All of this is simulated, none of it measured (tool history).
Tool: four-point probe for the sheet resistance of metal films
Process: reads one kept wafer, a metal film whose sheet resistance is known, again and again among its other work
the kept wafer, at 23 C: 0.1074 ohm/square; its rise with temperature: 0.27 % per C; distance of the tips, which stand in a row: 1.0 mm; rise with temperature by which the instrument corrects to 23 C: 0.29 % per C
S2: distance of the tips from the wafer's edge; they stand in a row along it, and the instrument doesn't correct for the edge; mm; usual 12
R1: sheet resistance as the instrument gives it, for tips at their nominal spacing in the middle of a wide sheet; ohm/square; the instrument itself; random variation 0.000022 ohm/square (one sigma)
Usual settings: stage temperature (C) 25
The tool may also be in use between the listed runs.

{"run": 1, "day": 0.0, "stage temperature (C)": 25, "S2": 12, "R1": 0.107295}
{"run": 2, "day": 0.796, "stage temperature (C)": 25, "S2": 66, "R1": 0.106909}
{"run": 3, "day": 1.371, "stage temperature (C)": 25, "S2": 66, "R1": 0.106917}
{"run": 4, "day": 2.075, "stage temperature (C)": 33, "S2": 12, "R1": 0.1071}
{"run": 5, "day": 2.929, "stage temperature (C)": 33, "S2": 10, "R1": 0.107277}
{"day": 3.188, "done": "stage's thermometer calibrated"}
{"run": 6, "day": 4.012, "stage temperature (C)": 33, "S2": 10, "R1": 0.107474}
{"run": 7, "day": 4.933, "stage temperature (C)": 33, "S2": 10, "R1": 0.107433}
{"run": 8, "day": 5.962, "stage temperature (C)": 33, "S2": 10, "R1": 0.107439}
{"run": 9, "day": 6.65, "stage temperature (C)": 33, "S2": 10, "R1": 0.107472}
{"run": 10, "day": 7.408, "stage temperature (C)": 25, "S2": 12, "R1": 0.107431}
{"run": 11, "day": 8.242, "stage temperature (C)": 34, "S2": 35, "R1": 0.106889}
{"run": 12, "day": 9.15, "stage temperature (C)": 20, "S2": 5, "R1": 0.109393}
{"run": 13, "day": 9.596, "stage temperature (C)": 21, "S2": 70, "R1": 0.107104}
{"run": 14, "day": 10.117, "stage temperature (C)": 28, "S2": 66, "R1": 0.106985}
{"run": 15, "day": 10.567, "stage temperature (C)": 34, "S2": 26, "R1": 0.106892}
{"run": 16, "day": 11.417, "stage temperature (C)": 21, "S2": 16, "R1": 0.107317}
{"run": 17, "day": 12.212, "stage temperature (C)": 21, "S2": 26, "R1": 0.107199}
{"run": 18, "day": 12.817, "stage temperature (C)": 21, "S2": 26, "R1": 0.10714}
{"run": 19, "day": 13.429, "stage temperature (C)": 31, "S2": 22, "R1": 0.106993}

3 ways to go on from here, each from the tool as it stands after run 19. What would each give?
{"run": "A", "day": 14.438, "stage temperature (C)": 24, "S2": 53, "R1": "?"}
{"run": "B", "day": 14.438, "stage temperature (C)": 28, "S2": 18, "R1": "?"}
{"run": "C", "day": 14.438, "stage temperature (C)": 18, "S2": 10, "R1": "?"}

run=A R1=0.107035
run=B R1=0.107120
run=C R1=0.107731
Without the tool's hidden state the same runs would have given:
run=A R1=0.107398
run=B R1=0.107483
run=C R1=0.108095
